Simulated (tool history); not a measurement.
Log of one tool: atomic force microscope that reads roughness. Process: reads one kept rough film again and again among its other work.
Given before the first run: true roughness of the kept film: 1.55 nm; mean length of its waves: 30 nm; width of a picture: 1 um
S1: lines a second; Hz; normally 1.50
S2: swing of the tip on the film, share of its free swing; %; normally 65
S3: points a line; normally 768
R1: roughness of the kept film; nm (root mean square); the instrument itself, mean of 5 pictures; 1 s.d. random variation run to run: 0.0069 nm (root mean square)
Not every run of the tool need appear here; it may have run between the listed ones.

run   hour    S1  S2   S3     R1
  1    0.0  1.50  65  768  1.355
  2   85.5  1.50  65  768  1.293
     116.0  -- new tip fitted
  3  128.8  1.50  87  768  1.284
  4  183.6  1.50  65  768  1.354
     190.3  -- height scale calibrated on a step standard
  5  230.7  1.50  65  768  1.318
     280.3  -- new tip fitted
  6  297.9  1.50  65  768  1.397
  7  377.8  1.50  65  768  1.325
  8  422.8  0.87  82  486  1.256
     445.5  -- new tip fitted
  9  484.8  0.87  82  486  1.344
 10  569.1  0.87  82  486  1.277
     606.7  -- new tip fitted
 11  633.9  0.87  82  486  1.360
     648.7  -- height scale calibrated on a step standard, once more
 12  699.2  1.50  65  815  1.324

The same runs without the tool's hidden state, with the same run-to-run variation:
The hidden state here: radius of the tip, nm; height scale over the true one, %; drift of the gauge itself on roughness_nm, %.
run     R1
  1  1.408
  2  1.415
  3  1.298
  4  1.420
  5  1.419
  6  1.410
  7  1.417
  8  1.382
  9  1.372
 10  1.374
 11  1.375
 12  1.416
